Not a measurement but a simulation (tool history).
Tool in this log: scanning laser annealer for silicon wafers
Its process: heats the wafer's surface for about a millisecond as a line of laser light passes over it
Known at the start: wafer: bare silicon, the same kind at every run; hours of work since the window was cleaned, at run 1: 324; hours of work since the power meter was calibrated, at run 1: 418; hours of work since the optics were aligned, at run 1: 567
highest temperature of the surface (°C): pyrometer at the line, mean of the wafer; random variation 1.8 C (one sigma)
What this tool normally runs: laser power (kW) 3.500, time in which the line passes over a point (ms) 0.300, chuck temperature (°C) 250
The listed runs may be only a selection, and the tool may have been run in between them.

| run | hour | laser power (kW) | time in which the line passes over a point (ms) | chuck temperature (°C) | hours of work since the window was cleaned | hours of work since the power meter was calibrated | hours of work since the optics were aligned | highest temperature of the surface (°C) |
|---|---|---|---|---|---|---|---|---|
| 1 | 0.0 | 3.500 | 0.300 | 250 | 324 | 418 | 567 | 1056 |
| 2 | 26.7 | 3.500 | 0.300 | 250 | 336 | 430 | 579 | 1052 |
| 3 | 61.1 | 3.698 | 0.300 | 250 | 352 | 446 | 595 | 1104 |
| 4 | 108.5 | 3.698 | 0.300 | 250 | 373 | 467 | 616 | 1100 |
| 5 | 133.6 | 3.500 | 0.300 | 250 | 385 | 479 | 628 | 1047 |
| 6 | 156.8 | 3.500 | 0.300 | 250 | 395 | 489 | 638 | 1047 |
| 7 | 188.6 | 3.447 | 0.300 | 250 | 410 | 504 | 653 | 1031 |
| 8 | 217.2 | 3.500 | 0.300 | 250 | 423 | 517 | 666 | 1046 |
| 9 | 262.7 | 3.500 | 0.300 | 250 | 443 | 537 | 686 | 1043 |
| 10 | 288.4 | 3.500 | 0.300 | 250 | 455 | 549 | 698 | 1042 |
| 11 | 319.8 | 3.500 | 0.306 | 250 | 469 | 563 | 712 | 1051 |
| 12 | 340.1 | 3.500 | 0.300 | 250 | 478 | 572 | 721 | 1039 |
| 13 | 384.3 | 3.500 | 0.300 | 250 | 499 | 593 | 742 | 1040 |
| 14 | 416.8 | 3.500 | 0.226 | 250 | 513 | 607 | 756 | 950 |
| 15 | 446.3 | 3.760 | 0.378 | 259 | 527 | 621 | 770 | 1208 |
| 16 | 488.3 | 3.760 | 0.378 | 259 | 546 | 640 | 789 | 1207 |
| 17 | 515.0 | 3.500 | 0.357 | 250 | 558 | 652 | 801 | 1102 |
| 18 | 560.7 | 3.453 | 0.357 | 267 | 579 | 673 | 822 | 1099 |
| 19 | 608.8 | 3.130 | 0.257 | 250 | 601 | 695 | 844 | 895 |
| 20 | 637.5 | 3.401 | 0.300 | 259 | 614 | 708 | 857 | 1017 |
| 21 | 672.0 | 3.401 | 0.300 | 259 | 629 | 723 | 872 | 1021 |
| 22 | 697.6 | 3.500 | 0.228 | 225 | 641 | 735 | 884 | 918 |
| 23 | 726.3 | 3.500 | 0.228 | 225 | 654 | 748 | 897 | 920 |
| 24 | 753.3 | 3.093 | 0.357 | 224 | 666 | 760 | 909 | 953 |
| 25 | 792.4 | 3.093 | 0.357 | 224 | 684 | 778 | 927 | 952 |
| 26 | 819.3 | 3.769 | 0.248 | 253 | 696 | 790 | 939 | 1033 |

Here are 3 independent what-if runs from the current tool condition. What would each one return?
| A | 862.9 | 3.500 | 0.300 | 270 | 716 | 810 | 959 | ? |
| B | 862.9 | 3.464 | 0.371 | 245 | 716 | 810 | 959 | ? |
| C | 862.9 | 3.767 | 0.219 | 266 | 716 | 810 | 959 | ? |

| run | highest temperature of the surface (°C) |
|---|---|
| A | 1048 |
| B | 1089 |
| C | 1010 |
Had the tool no hidden state, the same runs would have come out as:
| run | highest temperature of the surface (°C) |
|---|---|
| A | 1097 |
| B | 1143 |
| C | 1056 |

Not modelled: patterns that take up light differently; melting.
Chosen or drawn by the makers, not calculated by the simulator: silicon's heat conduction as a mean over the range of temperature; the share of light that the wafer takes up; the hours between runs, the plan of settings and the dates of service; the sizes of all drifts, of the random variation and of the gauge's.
